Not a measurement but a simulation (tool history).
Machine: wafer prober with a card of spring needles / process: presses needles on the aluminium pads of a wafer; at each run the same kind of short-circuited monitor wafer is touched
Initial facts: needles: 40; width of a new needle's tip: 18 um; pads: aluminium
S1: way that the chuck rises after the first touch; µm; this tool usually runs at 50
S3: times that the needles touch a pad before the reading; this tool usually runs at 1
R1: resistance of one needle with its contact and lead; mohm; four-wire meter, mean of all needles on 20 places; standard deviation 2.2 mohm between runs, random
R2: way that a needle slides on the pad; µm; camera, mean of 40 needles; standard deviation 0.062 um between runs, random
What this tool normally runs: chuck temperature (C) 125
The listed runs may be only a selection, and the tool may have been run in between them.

run 1 hour=0.0 | S1=50 chuck_temperature_(C)=125 S3=1 | R1=250 R2=9.43
-- hour=6.5 tips cleaned on abrasive film
-- hour=14.5 tips cleaned on abrasive film
-- hour=22.2 tips cleaned on abrasive film
run 2 hour=22.3 | S1=50 chuck_temperature_(C)=125 S3=1 | R1=243 R2=9.42
-- hour=30.3 tips cleaned on abrasive film
-- hour=37.9 tips cleaned on abrasive film
-- hour=44.6 tips cleaned on abrasive film
run 3 hour=46.8 | S1=50 chuck_temperature_(C)=125 S3=1 | R1=258 R2=9.50
-- hour=51.9 tips cleaned on abrasive film
-- hour=60.1 tips cleaned on abrasive film
-- hour=66.8 tips cleaned on abrasive film
-- hour=74.8 tips cleaned on abrasive film
run 4 hour=75.7 | S1=50 chuck_temperature_(C)=125 S3=1 | R1=252 R2=9.29
-- hour=81.9 tips cleaned on abrasive film
-- hour=90.0 tips cleaned on abrasive film
run 5 hour=92.5 | S1=50 chuck_temperature_(C)=125 S3=1 | R1=255 R2=9.27
-- hour=97.2 tips cleaned on abrasive film
-- hour=105.1 tips cleaned on abrasive film
run 6 hour=106.6 | S1=50 chuck_temperature_(C)=125 S3=1 | R1=255 R2=9.30
-- hour=113.1 tips cleaned on abrasive film
-- hour=120.4 tips cleaned on abrasive film
-- hour=128.8 tips cleaned on abrasive film
run 7 hour=132.3 | S1=50 chuck_temperature_(C)=125 S3=1 | R1=263 R2=9.32
-- hour=135.7 tips cleaned on abrasive film
-- hour=143.3 tips cleaned on abrasive film
-- hour=151.2 tips cleaned on abrasive film
-- hour=159.1 tips cleaned on abrasive film
run 8 hour=161.2 | S1=50 chuck_temperature_(C)=125 S3=1 | R1=252 R2=9.28
-- hour=163.1 height of the first contact set anew
-- hour=166.4 tips cleaned on abrasive film
-- hour=173.1 tips cleaned on abrasive film
-- hour=180.7 tips cleaned on abrasive film
run 9 hour=180.7 | S1=50 chuck_temperature_(C)=125 S3=1 | R1=244 R2=9.95
-- hour=187.4 tips cleaned on abrasive film
-- hour=195.6 tips cleaned on abrasive film
-- hour=203.7 tips cleaned on abrasive film
run 10 hour=206.3 | S1=50 chuck_temperature_(C)=125 S3=2 | R1=252 R2=9.90
-- hour=211.2 tips cleaned on abrasive film
-- hour=218.9 tips cleaned on abrasive film
-- hour=227.3 tips cleaned on abrasive film
run 11 hour=227.6 | S1=50 chuck_temperature_(C)=125 S3=2 | R1=243 R2=9.86
-- hour=234.2 tips cleaned on abrasive film
-- hour=242.4 tips cleaned on abrasive film
-- hour=249.1 tips cleaned on abrasive film
run 12 hour=255.4 | S1=50 chuck_temperature_(C)=125 S3=2 | R1=258 R2=9.88
-- hour=257.2 tips cleaned on abrasive film
-- hour=264.9 tips cleaned on abrasive film
-- hour=271.5 tips cleaned on abrasive film
-- hour=279.1 tips cleaned on abrasive film
run 13 hour=283.6 | S1=50 chuck_temperature_(C)=125 S3=1 | R1=264 R2=9.75
-- hour=287.0 tips cleaned on abrasive film
-- hour=294.9 tips cleaned on abrasive film
-- hour=302.5 tips cleaned on abrasive film
run 14 hour=302.5 | S1=50 chuck_temperature_(C)=125 S3=1 | R1=246 R2=9.66
-- hour=310.5 tips cleaned on abrasive film
-- hour=318.4 tips cleaned on abrasive film
-- hour=326.7 tips cleaned on abrasive film
run 15 hour=332.6 | S1=56 chuck_temperature_(C)=105 S3=1 | R1=257 R2=10.95
-- hour=334.0 tips cleaned on abrasive film
-- hour=342.0 tips cleaned on abrasive film
-- hour=348.7 tips cleaned on abrasive film
-- hour=356.6 tips cleaned on abrasive film
run 16 hour=356.6 | S1=51 chuck_temperature_(C)=42 S3=1 | R1=224 R2=9.91
-- hour=364.9 tips cleaned on abrasive film
-- hour=372.3 tips cleaned on abrasive film
-- hour=379.4 tips cleaned on abrasive film
run 17 hour=379.4 | S1=50 chuck_temperature_(C)=37 S3=2 | R1=219 R2=9.75
-- hour=387.4 tips cleaned on abrasive film
-- hour=395.5 tips cleaned on abrasive film
-- hour=403.4 tips cleaned on abrasive film
run 18 hour=403.5 | S1=35 chuck_temperature_(C)=59 S3=1 | R1=243 R2=6.59
-- hour=411.0 tips cleaned on abrasive film
-- hour=417.8 tips cleaned on abrasive film
run 19 hour=418.9 | S1=35 chuck_temperature_(C)=26 S3=1 | R1=244 R2=6.64
-- hour=425.6 tips cleaned on abrasive film
-- hour=432.3 tips cleaned on abrasive film
-- hour=440.2 tips cleaned on abrasive film
-- hour=447.9 tips cleaned on abrasive film
run 20 hour=447.9 | S1=35 chuck_temperature_(C)=26 S3=1 | R1=232 R2=6.68
-- hour=456.1 tips cleaned on abrasive film
-- hour=462.8 tips cleaned on abrasive film
run 21 hour=466.8 | S1=33 chuck_temperature_(C)=38 S3=2 | R1=260 R2=6.12
-- hour=470.0 tips cleaned on abrasive film
-- hour=477.8 tips cleaned on abrasive film
-- hour=484.5 tips cleaned on abrasive film
run 22 hour=490.4 | S1=33 chuck_temperature_(C)=38 S3=2 | R1=272 R2=6.19
-- hour=491.8 tips cleaned on abrasive film
-- hour=499.7 tips cleaned on abrasive film
run 23 hour=503.2 | S1=50 chuck_temperature_(C)=114 S3=2 | R1=250 R2=9.63
-- hour=506.6 tips cleaned on abrasive film
-- hour=514.7 tips cleaned on abrasive film
run 24 hour=516.5 | S1=50 chuck_temperature_(C)=114 S3=2 | R1=246 R2=9.62
-- hour=521.5 tips cleaned on abrasive film
-- hour=529.8 tips cleaned on abrasive film
run 25 hour=534.4 | S1=68 chuck_temperature_(C)=119 S3=1 | R1=247 R2=13.07
-- hour=537.8 tips cleaned on abrasive film
-- hour=545.4 tips cleaned on abrasive film
-- hour=553.5 tips cleaned on abrasive film
run 26 hour=553.5 | S1=63 chuck_temperature_(C)=125 S3=1 | R1=239 R2=12.11
-- hour=561.4 tips cleaned on abrasive film
-- hour=569.5 tips cleaned on abrasive film
-- hour=577.1 tips cleaned on abrasive film
run 27 hour=582.8 | S1=63 chuck_temperature_(C)=125 S3=1 | R1=252 R2=11.94
-- hour=584.5 tips cleaned on abrasive film
-- hour=592.7 tips cleaned on abrasive film
-- hour=600.2 tips cleaned on abrasive film
run 28 hour=600.2 | S1=63 chuck_temperature_(C)=125 S3=1 | R1=239 R2=12.03

Alternative continuations, all from the tool just after run 28; predict every row:
-- hour=608.1 tips cleaned on abrasive film
run A hour=614.1 | S1=50 chuck_temperature_(C)=96 S3=3 | R1=? R2=?
-- hour=608.1 tips cleaned on abrasive film
run B hour=614.1 | S1=63 chuck_temperature_(C)=91 S3=1 | R1=? R2=?
-- hour=608.1 tips cleaned on abrasive film
run C hour=614.1 | S1=63 chuck_temperature_(C)=46 S3=2 | R1=? R2=?

run=A R1=249 R2=9.42
run=B R1=251 R2=11.97
run=C R1=233 R2=12.05
Take away the tool's hidden state, keep each run's random variation, and the runs would have read:
run=A R1=234 R2=9.94
run=B R1=227 R2=12.49
run=C R1=218 R2=12.56
